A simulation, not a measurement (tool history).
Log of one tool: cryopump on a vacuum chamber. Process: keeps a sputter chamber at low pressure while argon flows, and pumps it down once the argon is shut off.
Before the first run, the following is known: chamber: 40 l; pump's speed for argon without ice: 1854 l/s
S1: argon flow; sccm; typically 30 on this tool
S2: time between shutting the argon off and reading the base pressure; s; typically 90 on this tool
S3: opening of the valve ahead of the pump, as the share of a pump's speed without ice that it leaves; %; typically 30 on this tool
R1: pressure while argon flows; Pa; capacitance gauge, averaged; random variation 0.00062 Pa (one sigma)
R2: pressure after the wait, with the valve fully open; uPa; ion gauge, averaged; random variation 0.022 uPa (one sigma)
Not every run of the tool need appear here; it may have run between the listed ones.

run    hour  S1   S2  S3      R1    R2
  1     0.0  30   90  30  0.0936  2.63
  2    51.4  30   90  30  0.0921  2.65
      111.7  -- leaking fittings of the chamber tightened, without venting
  3   170.0  30   90  16  0.1712  0.72
  4   254.6  30   90  16  0.1717  0.82
  5   321.8  30   90  16  0.1725  0.90
  6   443.1  30   90  30  0.0956  0.98
  7   548.3  30   90  30  0.0952  1.13
  8   608.4  30   90  30  0.0949  1.14
  9   728.1  30   90  31  0.0928  1.35
 10   817.3  30   90  30  0.0964  1.42
 11   910.9  30   90  30  0.0972  1.56
 12  1035.7  30   90  30  0.0989  1.71
 13  1113.2  30   90  30  0.0999  1.76
 14  1189.3  30   90  30  0.0999  1.93
 15  1304.7  30   90  35  0.0875  2.07
 16  1387.0  49   90  30  0.1662  2.25
     1430.9  -- pump warmed up, emptied and cooled again
 17  1444.6  49   90  30  0.1507  1.85
 18  1507.9  51   77  18  0.2597  1.93
 19  1602.4  51   77  18  0.2629  2.01
 20  1724.8  37  112  18  0.1915  2.00
 21  1783.6  27  220  15  0.1661  1.96
 22  1834.4  27  220  15  0.1665  1.96
 23  1947.3  32  202  26  0.1160  2.11
 24  2043.0  30  120  30  0.0961  2.44
 25  2156.9  30  120  30  0.0962  2.56
 26  2226.7  30  120  30  0.0959  2.61
 27  2336.1  30   48  45  0.0672  3.43
 28  2425.8  28   90  27  0.1007  3.06
     2540.8  -- leaking fittings of the chamber tightened, without venting
 29  2544.2  28   33  31  0.0885  1.63
 30  2596.3  28   33  31  0.0894  1.62
 31  2677.3  25   90  40  0.0639  0.91
 32  2775.6  30   90  19  0.1540  1.02
 33  2853.0  30   90  19  0.1544  1.11
 34  2961.0  29  130  18  0.1577  1.06

Hidden state or all else? Some run-to-run changes of R1, split into what the settings, what came in and random variation would give without the hidden state, and what is left for the hidden state (with any gauge scatter that isn't in both results):
What the log doesn't record here: pump's speed, % of a pump's without ice; cold plate's temperature, K; leak into the chamber, uPa l/s; drift of the gauge itself on working_pa, %; drift of the gauge itself on base_upa, %.
Run 2 -> 3: S3 30 -> 16, leaking fittings of the chamber tightened, without venting. R1 +0.0791 Pa: hidden state +0.0006, all else +0.0785.
Run 15 -> 16: S1 30 -> 49, S3 35 -> 30. R1 +0.0787 Pa: hidden state +0.0074, all else +0.0713.
Run 16 -> 17: pump warmed up, emptied and cooled again. R1 -0.0155 Pa: hidden state -0.0160, all else +0.0005.
Run 17 -> 18: S1 49 -> 51, S2 90 -> 77, S3 30 -> 18. R1 +0.1090 Pa: hidden state +0.0006, all else +0.1084.
Run 31 -> 32: S1 25 -> 30, S3 40 -> 19. R1 +0.0901 Pa: hidden state +0.0024, all else +0.0877.
